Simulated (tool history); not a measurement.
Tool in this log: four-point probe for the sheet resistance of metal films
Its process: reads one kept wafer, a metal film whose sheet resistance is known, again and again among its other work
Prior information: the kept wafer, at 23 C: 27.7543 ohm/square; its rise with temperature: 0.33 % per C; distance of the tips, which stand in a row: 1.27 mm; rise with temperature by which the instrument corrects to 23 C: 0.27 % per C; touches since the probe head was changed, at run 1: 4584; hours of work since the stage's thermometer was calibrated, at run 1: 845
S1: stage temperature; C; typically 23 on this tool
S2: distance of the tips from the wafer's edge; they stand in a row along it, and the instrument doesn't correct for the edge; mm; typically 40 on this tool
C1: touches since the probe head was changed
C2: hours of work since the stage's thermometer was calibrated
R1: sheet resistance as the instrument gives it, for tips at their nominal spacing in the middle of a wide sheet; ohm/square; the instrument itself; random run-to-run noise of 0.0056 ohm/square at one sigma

run     day  S1  S2     C1    C2         R1
  1       0  23  40   4584   845  27.968753
  2   0.821  23  40   4820   854   27.97261
  3   1.542  23  40   5026   861  27.975338
  4   2.058  24  40   5175   867  27.988932
  5   2.871  27  40   5408   876  28.036101
  6   3.571  23   7   5609   883  28.442961
  7   4.446  23  40   5860   893  27.981415
  8       5  23  40   6019   899  27.972587
  9   5.908  23  40   6279   909  27.967422
 10   6.646  23  40   6491   917  27.971068
 11   7.521  23  40   6741   926   27.97851
 12   8.296  23  40   6964   934  27.965797
 13   8.892  23  40   7135   941  27.963115
 14   9.504  23  40   7311   947  27.973278
 15  10.225  30  40   7517   955  28.077145
 16  10.717  30  40   7659   960  28.076775
 17   11.65  30  40   7926   970  28.079989
 18  12.475  30  40   8163   979  28.067961
 19  12.967  28  40   8304   985  28.046898
 20  13.367  23  22   8418   989  27.997693
 21  14.225  23  22   8665   998  28.005981
 22  14.833  31  40   8839  1005  28.073919
 23  15.433  23  16   9012  1011  28.043363
 24  15.908  33  48   9148  1016  28.116676
 25  16.683  24  42   9370  1025  27.988164
 26  17.421  22   7   9582  1033  28.429796
 27  18.125  24   9   9784  1040  28.259984
 28  18.858  24   9   9994  1048   28.25886
 29  19.304  18   9  10122  1053  28.174208
 30  20.121  25   4  10357  1062  29.420424
 31  20.762  25  17  10540  1069  28.059426
 32  21.396  18  12  10722  1076  28.039321
 33  22.012  18  12  10899  1082  28.034014
 34   22.95  26  55  11168  1092  28.008322
 35  23.758  29   3  11400  1101  30.480079
 36  24.233  29   3  11537  1106  30.490228
 37  25.104  29   3  11786  1116  30.479723
 38  25.642  20  16  11940  1121  27.983286
 39  26.317  32  13  12134  1129    28.2334
 40  26.925  26  13  12308  1135  28.126169
 41    27.5  31  11  12473  1141   28.27083
 42  28.308  31  11  12705  1150  28.266001
 43  29.162  31  11  12950  1159  28.270357
 44  30.025  34  36  13198  1169  28.133819

Here are 5 independent what-if runs from the current tool condition. What would each one return?
  A  30.658  21   6  13380  1175   ?
  B  30.658  25   8  13380  1175   ?
  C  30.658  22   3  13380  1175   ?
  D  30.658  22  17  13380  1175   ?
  E  30.658  34  39  13380  1175   ?

run         R1
  A  28.577285
  B  28.330987
  C  30.364608
  D  28.013997
  E  28.134692
Stripped of hidden state, with their random variation kept, the same runs would have yielded:
run         R1
  A  28.382334
  B   28.13785
  C  30.158565
  D  27.822679
  E  27.943313

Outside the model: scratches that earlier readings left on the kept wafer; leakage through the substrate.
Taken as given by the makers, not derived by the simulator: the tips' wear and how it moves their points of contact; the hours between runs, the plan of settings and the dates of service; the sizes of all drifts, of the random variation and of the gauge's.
